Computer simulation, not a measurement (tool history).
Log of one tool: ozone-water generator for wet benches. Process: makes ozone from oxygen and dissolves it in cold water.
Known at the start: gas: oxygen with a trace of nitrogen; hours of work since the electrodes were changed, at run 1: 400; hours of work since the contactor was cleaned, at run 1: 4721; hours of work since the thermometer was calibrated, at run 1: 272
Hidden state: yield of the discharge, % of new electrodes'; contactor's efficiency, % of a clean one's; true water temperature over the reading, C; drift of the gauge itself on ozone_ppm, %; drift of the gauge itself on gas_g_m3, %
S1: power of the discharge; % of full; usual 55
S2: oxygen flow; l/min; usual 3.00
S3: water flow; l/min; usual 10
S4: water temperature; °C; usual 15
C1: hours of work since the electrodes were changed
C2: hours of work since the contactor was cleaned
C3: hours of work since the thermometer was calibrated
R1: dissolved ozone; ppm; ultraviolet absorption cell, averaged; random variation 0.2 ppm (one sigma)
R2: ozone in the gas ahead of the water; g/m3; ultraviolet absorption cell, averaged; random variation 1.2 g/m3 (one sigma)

{"run": 1, "hour": 0.0, "S1": 55, "S2": 3.0, "S3": 10, "S4": 15, "C1": 400, "C2": 4721, "C3": 272, "R1": 27.5, "R2": 209.6}
{"run": 2, "hour": 43.4, "S1": 55, "S2": 3.0, "S3": 10, "S4": 15, "C1": 427, "C2": 4749, "C3": 300, "R1": 27.5, "R2": 209.1}
{"run": 3, "hour": 87.7, "S1": 55, "S2": 3.0, "S3": 10, "S4": 15, "C1": 456, "C2": 4777, "C3": 329, "R1": 27.6, "R2": 210.1}
{"run": 4, "hour": 115.0, "S1": 55, "S2": 3.0, "S3": 10, "S4": 15, "C1": 473, "C2": 4795, "C3": 346, "R1": 27.6, "R2": 208.8}
{"run": 5, "hour": 166.1, "S1": 55, "S2": 3.0, "S3": 10, "S4": 15, "C1": 506, "C2": 4827, "C3": 379, "R1": 27.7, "R2": 207.9}
{"run": 6, "hour": 221.2, "S1": 55, "S2": 3.0, "S3": 10, "S4": 9, "C1": 541, "C2": 4862, "C3": 414, "R1": 30.0, "R2": 207.5}
{"run": 7, "hour": 267.0, "S1": 55, "S2": 3.0, "S3": 10, "S4": 9, "C1": 570, "C2": 4892, "C3": 443, "R1": 29.6, "R2": 207.8}
{"run": 8, "hour": 305.0, "S1": 42, "S2": 3.0, "S3": 10, "S4": 9, "C1": 595, "C2": 4916, "C3": 468, "R1": 25.0, "R2": 172.8}
{"run": 9, "hour": 332.5, "S1": 42, "S2": 3.0, "S3": 10, "S4": 9, "C1": 612, "C2": 4934, "C3": 485, "R1": 24.5, "R2": 172.2}
{"run": 10, "hour": 365.0, "S1": 42, "S2": 3.0, "S3": 8, "S4": 9, "C1": 633, "C2": 4954, "C3": 506, "R1": 29.4, "R2": 172.1}
{"run": 11, "hour": 394.0, "S1": 42, "S2": 3.0, "S3": 8, "S4": 9, "C1": 652, "C2": 4973, "C3": 524, "R1": 29.9, "R2": 174.0}
{"run": 12, "hour": 450.1, "S1": 42, "S2": 3.0, "S3": 8, "S4": 9, "C1": 688, "C2": 5009, "C3": 560, "R1": 29.6, "R2": 172.2}
{"run": 13, "hour": 510.2, "S1": 55, "S2": 3.0, "S3": 14, "S4": 15, "C1": 726, "C2": 5047, "C3": 599, "R1": 20.2, "R2": 205.6}
{"run": 14, "hour": 564.2, "S1": 55, "S2": 3.0, "S3": 14, "S4": 15, "C1": 761, "C2": 5082, "C3": 633, "R1": 20.3, "R2": 207.1}
{"run": 15, "hour": 608.2, "S1": 55, "S2": 3.0, "S3": 14, "S4": 15, "C1": 789, "C2": 5110, "C3": 661, "R1": 20.2, "R2": 206.6}
{"run": 16, "hour": 664.0, "S1": 55, "S2": 3.0, "S3": 14, "S4": 15, "C1": 824, "C2": 5146, "C3": 697, "R1": 20.2, "R2": 209.7}
{"run": 17, "hour": 711.3, "S1": 55, "S2": 3.0, "S3": 14, "S4": 15, "C1": 855, "C2": 5176, "C3": 727, "R1": 20.2, "R2": 205.6}
{"run": 18, "hour": 763.4, "S1": 55, "S2": 3.0, "S3": 14, "S4": 12, "C1": 888, "C2": 5209, "C3": 761, "R1": 21.0, "R2": 206.5}
{"hour": 770.8, "done": "contactor cleaned"}
{"run": 19, "hour": 795.1, "S1": 55, "S2": 3.0, "S3": 14, "S4": 12, "C1": 906, "C2": 16, "C3": 778, "R1": 20.9, "R2": 208.7}
{"run": 20, "hour": 830.3, "S1": 55, "S2": 2.94, "S3": 12, "S4": 8, "C1": 928, "C2": 38, "C3": 801, "R1": 24.6, "R2": 209.8}
{"run": 21, "hour": 892.6, "S1": 51, "S2": 5.19, "S3": 12, "S4": 8, "C1": 968, "C2": 78, "C3": 841, "R1": 23.0, "R2": 136.8}
{"run": 22, "hour": 926.5, "S1": 51, "S2": 5.19, "S3": 12, "S4": 8, "C1": 990, "C2": 100, "C3": 862, "R1": 22.5, "R2": 136.7}
{"hour": 976.7, "done": "contactor cleaned, once more"}
{"run": 23, "hour": 993.3, "S1": 85, "S2": 1.7, "S3": 14, "S4": 18, "C1": 1030, "C2": 11, "C3": 903, "R1": 28.6, "R2": 407.5}
{"run": 24, "hour": 1025.8, "S1": 61, "S2": 1.7, "S3": 12, "S4": 11, "C1": 1051, "C2": 31, "C3": 923, "R1": 27.6, "R2": 322.8}
{"run": 25, "hour": 1072.5, "S1": 55, "S2": 1.89, "S3": 10, "S4": 14, "C1": 1081, "C2": 61, "C3": 953, "R1": 29.8, "R2": 277.4}
{"run": 26, "hour": 1121.6, "S1": 55, "S2": 1.89, "S3": 10, "S4": 14, "C1": 1112, "C2": 93, "C3": 985, "R1": 30.3, "R2": 280.6}
{"run": 27, "hour": 1156.1, "S1": 55, "S2": 1.89, "S3": 10, "S4": 14, "C1": 1134, "C2": 115, "C3": 1007, "R1": 30.1, "R2": 277.8}
{"run": 28, "hour": 1191.3, "S1": 55, "S2": 1.89, "S3": 10, "S4": 14, "C1": 1157, "C2": 137, "C3": 1029, "R1": 29.8, "R2": 280.7}
{"run": 29, "hour": 1232.2, "S1": 96, "S2": 3.27, "S3": 10, "S4": 13, "C1": 1183, "C2": 163, "C3": 1055, "R1": 43.4, "R2": 289.7}
{"run": 30, "hour": 1268.6, "S1": 96, "S2": 3.27, "S3": 10, "S4": 13, "C1": 1206, "C2": 187, "C3": 1079, "R1": 43.3, "R2": 286.9}
{"run": 31, "hour": 1319.6, "S1": 63, "S2": 3.27, "S3": 10, "S4": 13, "C1": 1239, "C2": 219, "C3": 1111, "R1": 32.3, "R2": 214.7}
{"run": 32, "hour": 1348.6, "S1": 55, "S2": 3.0, "S3": 12, "S4": 21, "C1": 1257, "C2": 238, "C3": 1130, "R1": 22.6, "R2": 205.1}
{"run": 33, "hour": 1380.4, "S1": 55, "S2": 1.52, "S3": 12, "S4": 21, "C1": 1277, "C2": 258, "C3": 1150, "R1": 23.1, "R2": 323.2}

The same runs without the tool's hidden state, with the same run-to-run variation:
run=1 R1=29.2 R2=210.4
run=2 R1=29.2 R2=210.0
run=3 R1=29.3 R2=211.1
run=4 R1=29.4 R2=209.9
run=5 R1=29.4 R2=209.0
run=6 R1=31.9 R2=208.7
run=7 R1=31.6 R2=209.1
run=8 R1=26.6 R2=173.7
run=9 R1=26.1 R2=173.1
run=10 R1=31.0 R2=173.0
run=11 R1=31.5 R2=175.0
run=12 R1=31.3 R2=173.2
run=13 R1=22.0 R2=207.3
run=14 R1=22.1 R2=208.9
run=15 R1=22.1 R2=208.4
run=16 R1=22.1 R2=211.7
run=17 R1=22.1 R2=207.7
run=18 R1=23.0 R2=208.6
run=19 R1=23.2 R2=210.9
run=20 R1=27.1 R2=212.0
run=21 R1=25.4 R2=138.3
run=22 R1=24.8 R2=138.1
run=23 R1=29.2 R2=414.2
run=24 R1=28.1 R2=327.1
run=25 R1=30.3 R2=280.9
run=26 R1=30.8 R2=284.3
run=27 R1=30.6 R2=281.5
run=28 R1=30.3 R2=284.5
run=29 R1=44.6 R2=295.6
run=30 R1=44.5 R2=292.9
run=31 R1=33.0 R2=218.3
run=32 R1=23.1 R2=208.2
run=33 R1=23.6 R2=328.1
